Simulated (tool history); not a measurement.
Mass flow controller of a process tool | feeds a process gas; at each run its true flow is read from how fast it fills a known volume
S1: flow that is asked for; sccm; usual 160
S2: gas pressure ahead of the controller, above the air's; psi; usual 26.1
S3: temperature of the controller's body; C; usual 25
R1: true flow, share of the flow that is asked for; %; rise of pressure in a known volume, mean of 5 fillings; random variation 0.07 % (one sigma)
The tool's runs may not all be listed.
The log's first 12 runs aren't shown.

run,hour,S1,S2,S3,R1
13,814.6,160,26.1,22,99.68
14,855.5,160,26.1,35,98.76
15,922.3,160,26.1,34,98.97
16,1007.3,160,26.1,34,99.12
17,1045.4,160,26.1,34,98.96
18,1124.5,160,26.1,34,99.07
19,1202.3,160,26.1,34,98.95
20,1267.2,160,26.1,34,99.03
21,1311.6,160,26.1,25,99.68
22,1362.6,160,26.1,25,99.70
23,1432.3,160,29.7,25,99.81
24,1499.8,160,32.9,25,100.09
25,1567.6,22,21.2,39,96.46
26,1652.1,30,28.7,35,97.12
27,1719.9,30,28.7,35,97.14
28,1794.9,130,28.7,29,99.11
29,1846.3,160,21.5,27,99.46
30,1927.6,104,22.6,31,98.30
31,2001.5,32,26.1,20,98.03
32,2058.5,32,26.1,20,98.18
33,2136.8,32,26.1,20,98.15
34,2176.2,160,34.4,38,99.51
35,2223.1,160,34.4,38,99.53
36,2266.7,160,34.4,38,99.53

The next listed run, before its measurement:
37,2341.8,83,31.0,36,?

Run 37 gave R1 98.32 %.
Without the tool's hidden state the same run would have given R1 97.56 %.

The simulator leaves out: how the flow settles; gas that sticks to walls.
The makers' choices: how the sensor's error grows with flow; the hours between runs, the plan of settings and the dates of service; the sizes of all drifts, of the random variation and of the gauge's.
